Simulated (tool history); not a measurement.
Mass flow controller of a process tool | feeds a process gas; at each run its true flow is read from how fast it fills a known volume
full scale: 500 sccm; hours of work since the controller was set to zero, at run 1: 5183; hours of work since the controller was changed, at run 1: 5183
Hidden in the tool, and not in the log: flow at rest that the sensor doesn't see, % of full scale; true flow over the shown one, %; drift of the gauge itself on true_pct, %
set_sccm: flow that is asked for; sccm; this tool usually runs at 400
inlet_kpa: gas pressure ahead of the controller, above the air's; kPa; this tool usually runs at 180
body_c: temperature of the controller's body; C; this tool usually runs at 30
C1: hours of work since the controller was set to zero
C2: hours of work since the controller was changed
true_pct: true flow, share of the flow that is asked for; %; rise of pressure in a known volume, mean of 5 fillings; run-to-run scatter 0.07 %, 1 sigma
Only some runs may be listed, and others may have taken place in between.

Run 1, day 0: usual settings; C1 5183; C2 5183. Result: true_pct 102.17 %.
Run 2, day 14.533: usual settings; C1 5415; C2 5415. Result: true_pct 102.15 %.
Run 3, day 35.221: usual settings; C1 5745; C2 5745. Result: true_pct 102.49 %.
At day 39.696: controller's zero set anew.
Run 4, day 44.767: usual settings; C1 81; C2 5897. Result: true_pct 100.83 %.
Run 5, day 60.933: usual settings; C1 339; C2 6155. Result: true_pct 100.92 %.
Run 6, day 81.421: usual settings; C1 665; C2 6482. Result: true_pct 101.23 %.
Run 7, day 101.25: usual settings; C1 982; C2 6798. Result: true_pct 101.3 %.
Run 8, day 122.296: usual settings but body_c 32 C; C1 1317; C2 7133. Result: true_pct 101.41 %.
Run 9, day 134.833: usual settings but body_c 32 C; C1 1517; C2 7333. Result: true_pct 101.47 %.
Run 10, day 145.271: usual settings; C1 1684; C2 7500. Result: true_pct 101.63 %.
Run 11, day 165.246: usual settings; C1 2002; C2 7818. Result: true_pct 101.86 %.
Run 12, day 177.188: usual settings; C1 2193; C2 8009. Result: true_pct 102.04 %.
Run 13, day 194.35: usual settings; C1 2467; C2 8283. Result: true_pct 101.98 %.
Run 14, day 205.708: usual settings but set_sccm 249 sccm; C1 2648; C2 8464. Result: true_pct 102.1 %.
Run 15, day 219.667: usual settings but set_sccm 249 sccm; C1 2870; C2 8686. Result: true_pct 102.29 %.
Run 16, day 240.633: usual settings but set_sccm 249 sccm; C1 3205; C2 9021. Result: true_pct 102.45 %.
Run 17, day 249.225: usual settings but set_sccm 83 sccm; C1 3342; C2 9158. Result: true_pct 105.4 %.
Run 18, day 258.7: usual settings; C1 3493; C2 9309. Result: true_pct 102.72 %.
Run 19, day 279.408: usual settings but body_c 35 C; C1 3823; C2 9639. Result: true_pct 102.59 %.
Run 20, day 290.908: usual settings but body_c 35 C; C1 4007; C2 9823. Result: true_pct 102.76 %.
Run 21, day 303.204: usual settings but body_c 35 C; C1 4203; C2 10019. Result: true_pct 102.8 %.
Run 22, day 313.879: usual settings but set_sccm 375 sccm, body_c 34 C; C1 4373; C2 10189. Result: true_pct 102.96 %.
Run 23, day 329.967: usual settings but set_sccm 375 sccm, body_c 34 C; C1 4629; C2 10446. Result: true_pct 103.06 %.
Run 24, day 346.858: usual settings but set_sccm 375 sccm, body_c 34 C; C1 4899; C2 10715. Result: true_pct 103.24 %.
Run 25, day 365.633: usual settings but set_sccm 148 sccm, inlet_kpa 238 kPa, body_c 28 C; C1 5198; C2 11014. Result: true_pct 105.65 %.
Run 26, day 379.938: usual settings but set_sccm 148 sccm, inlet_kpa 238 kPa, body_c 38 C; C1 5426; C2 11243. Result: true_pct 105.41 %.
Run 27, day 400.683: usual settings but set_sccm 148 sccm, inlet_kpa 238 kPa, body_c 38 C; C1 5757; C2 11573. Result: true_pct 105.74 %.
At day 403.775: controller's zero set anew.
Run 28, day 412.667: usual settings but set_sccm 93 sccm, inlet_kpa 179 kPa, body_c 38 C; C1 142; C2 11764. Result: true_pct 100.72 %.
Run 29, day 423.533: usual settings but set_sccm 93 sccm, inlet_kpa 179 kPa, body_c 38 C; C1 315; C2 11937. Result: true_pct 100.9 %.
Run 30, day 444.9: usual settings but set_sccm 335 sccm, inlet_kpa 179 kPa, body_c 38 C; C1 656; C2 12278. Result: true_pct 101.79 %.
Run 31, day 457.454: usual settings but set_sccm 144 sccm, inlet_kpa 258 kPa, body_c 38 C; C1 856; C2 12479. Result: true_pct 101.78 %.
Run 32, day 477.321: usual settings but set_sccm 60 sccm, inlet_kpa 262 kPa, body_c 27 C; C1 1173; C2 12795. Result: true_pct 103.81 %.
Run 33, day 488.338: usual settings but set_sccm 445 sccm, inlet_kpa 177 kPa; C1 1349; C2 12971. Result: true_pct 102.91 %.
Run 34, day 504.254: usual settings but set_sccm 89 sccm, inlet_kpa 177 kPa; C1 1603; C2 13225. Result: true_pct 103.26 %.
Run 35, day 513.717: usual settings but set_sccm 209 sccm, inlet_kpa 257 kPa, body_c 35 C; C1 1753; C2 13376. Result: true_pct 102.77 %.
Run 36, day 530.417: usual settings but set_sccm 209 sccm, inlet_kpa 257 kPa, body_c 35 C; C1 2020; C2 13642. Result: true_pct 102.88 %.
Run 37, day 539.575: usual settings but set_sccm 209 sccm, body_c 35 C; C1 2166; C2 13788. Result: true_pct 102.82 %.

Difference, measured minus no-hidden-state, one row per run. Run-to-run variation is common to both terms; the gauge's own scatter need not be:
run  true_pct
  1     +2.83
  2     +2.96
  3     +3.13
  4     +1.53
  5     +1.67
  6     +1.83
  7        +2
  8     +2.18
  9     +2.27
 10     +2.37
 11     +2.54
 12     +2.64
 13     +2.78
 14     +3.41
 15     +3.57
 16     +3.81
 17      +7.4
 18     +3.33
 19      +3.5
 20      +3.6
 21      +3.7
 22     +3.89
 23     +4.02
 24     +4.16
 25     +7.04
 26     +7.27
 27     +7.64
 28     +3.01
 29     +3.26
 30      +3.1
 31     +3.65
 32     +5.49
 33     +3.36
 34     +5.33
 35     +4.13
 36     +4.34
 37     +4.48
